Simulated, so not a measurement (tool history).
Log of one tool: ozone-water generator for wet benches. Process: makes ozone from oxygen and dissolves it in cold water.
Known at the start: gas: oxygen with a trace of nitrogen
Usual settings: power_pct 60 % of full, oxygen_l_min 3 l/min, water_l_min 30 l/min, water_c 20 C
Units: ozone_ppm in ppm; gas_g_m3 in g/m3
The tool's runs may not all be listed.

| run | hour | power_pct | oxygen_l_min | water_l_min | water_c | ozone_ppm | gas_g_m3 |
|---|---|---|---|---|---|---|---|
| 1 | 0 | 60 | 3 | 30 | 20 | 7.7 | 130.8 |
| 2 | 20.9 | 60 | 3 | 30 | 20 | 7.7 | 129.9 |
| 3 | 47.3 | 59 | 3 | 30 | 20 | 7.7 | 128.2 |
| 4 | 84.6 | 59 | 3 | 30 | 19 | 7.5 | 127.4 |
| 5 | 100.5 | 60 | 3 | 30 | 20 | 7.8 | 130.9 |
| 6 | 122.3 | 60 | 3 | 30 | 20 | 7.9 | 129 |
| 7 | 147.2 | 60 | 1.84 | 20 | 15 | 9.2 | 152.4 |
| 8 | 183 | 60 | 1.84 | 20 | 15 | 9.3 | 150.3 |
| 9 | 203 | 70 | 1.54 | 37 | 20 | 4.9 | 175.8 |
| 10 | 222.3 | 45 | 3 | 27 | 18 | 7.2 | 109.8 |
| 11 | 255.4 | 60 | 3 | 45 | 20 | 5.3 | 129 |

Forecast each of these 3 alternatives for the next run:
| A | 291.3 | 60 | 3.49 | 30 | 17 | ? | ? |
| B | 291.3 | 60 | 3.23 | 30 | 20 | ? | ? |
| C | 291.3 | 82 | 3 | 22 | 26 | ? | ? |

| run | ozone_ppm | gas_g_m3 |
|---|---|---|
| A | 8.5 | 123.1 |
| B | 8.2 | 126.3 |
| C | 11.3 | 156.7 |
Without the tool's hidden state the same runs would have given:
| run | ozone_ppm | gas_g_m3 |
|---|---|---|
| A | 8.5 | 123.2 |
| B | 8.2 | 126.4 |
| C | 11.3 | 156.9 |

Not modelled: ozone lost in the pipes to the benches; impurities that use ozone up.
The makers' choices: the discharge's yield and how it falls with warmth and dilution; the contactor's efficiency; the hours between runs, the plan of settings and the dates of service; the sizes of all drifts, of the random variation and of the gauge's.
